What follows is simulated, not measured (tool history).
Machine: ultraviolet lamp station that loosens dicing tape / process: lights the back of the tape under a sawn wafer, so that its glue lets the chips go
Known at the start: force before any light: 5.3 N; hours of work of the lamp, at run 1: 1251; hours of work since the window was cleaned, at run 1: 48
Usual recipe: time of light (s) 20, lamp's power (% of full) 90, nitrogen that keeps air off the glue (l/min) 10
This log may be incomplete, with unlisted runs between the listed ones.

run,hour,time of light (s),lamp's power (% of full),nitrogen that keeps air off the glue (l/min),hours of work of the lamp,hours of work since the window was cleaned,force that peels the tape off (N),light that reached the tape (mJ/cm2)
1,0.0,20,90,10,1251,48,0.156,509
2,27.0,20,90,10,1271,68,0.164,511
3,52.2,20,90,7,1289,86,0.188,513
4,102.7,20,90,7,1326,123,0.190,507
5,154.0,20,90,5,1363,160,0.235,509
6,195.9,20,90,10,1394,191,0.156,507
7,239.3,14,90,10,1425,222,0.325,357
# hour 244.6: window cleaned of glue's vapour
8,265.2,20,90,10,1444,15,0.163,508
9,302.5,20,90,10,1471,42,0.147,515
10,345.9,20,84,10,1503,74,0.169,479
11,371.2,20,84,10,1521,92,0.165,478
12,406.7,20,90,10,1547,118,0.158,511
13,429.8,20,90,10,1564,135,0.148,510
14,475.1,20,90,10,1597,168,0.167,508
15,505.9,20,90,10,1619,190,0.152,510
16,542.7,20,90,10,1646,217,0.162,512
# hour 552.9: window cleaned of glue's vapour
17,592.6,20,90,10,1682,29,0.154,507
18,620.0,20,90,10,1702,49,0.156,511
19,647.8,20,90,19,1722,69,0.121,509
20,673.8,20,90,19,1741,88,0.119,507
21,724.4,20,90,19,1778,125,0.129,514
22,760.7,20,90,19,1804,151,0.127,513
23,800.4,20,83,10,1833,180,0.172,469
# hour 817.3: lamp changed
24,837.1,29,71,10,14,206,0.126,588
# hour 860.9: window cleaned of glue's vapour
25,864.6,29,71,10,34,3,0.132,588
26,897.9,29,70,10,58,27,0.131,580
27,924.9,34,92,5,78,47,0.104,891
28,946.8,20,79,7,94,63,0.241,449
29,998.5,35,95,6,132,100,0.109,943
30,1046.6,39,95,6,167,135,0.099,1049
31,1098.3,39,95,6,204,173,0.089,1058
32,1124.8,39,95,6,223,192,0.092,1046
# hour 1167.9: window cleaned of glue's vapour
33,1174.0,39,95,6,259,4,0.101,1053
34,1201.3,39,95,6,279,24,0.105,1051
35,1224.0,20,98,10,295,41,0.136,556
36,1265.3,26,91,10,325,71,0.103,676
37,1291.9,19,76,4,345,90,0.442,412
38,1341.8,19,76,4,381,127,0.437,405
39,1367.3,19,90,8,400,145,0.191,484

How the hidden state differs across the entries between the runs, from the last listed run before each to the first after it:
From run 7 to run 8: window cleaned of glue's vapour (hour 244.6)
  light that the window lets through, % of a clean one's: 99.9 -> 100
From run 16 to run 17: window cleaned of glue's vapour (hour 552.9)
  light that the window lets through, % of a clean one's: 99.9 -> 100
From run 23 to run 24: lamp changed (hour 817.3)
  lamp's light, % of a new lamp's: 99.6 -> 100
From run 24 to run 25: window cleaned of glue's vapour (hour 860.9)
  light that the window lets through, % of a clean one's: 99.9 -> 100
From run 32 to run 33: window cleaned of glue's vapour (hour 1167.9)
  light that the window lets through, % of a clean one's: 99.9 -> 100

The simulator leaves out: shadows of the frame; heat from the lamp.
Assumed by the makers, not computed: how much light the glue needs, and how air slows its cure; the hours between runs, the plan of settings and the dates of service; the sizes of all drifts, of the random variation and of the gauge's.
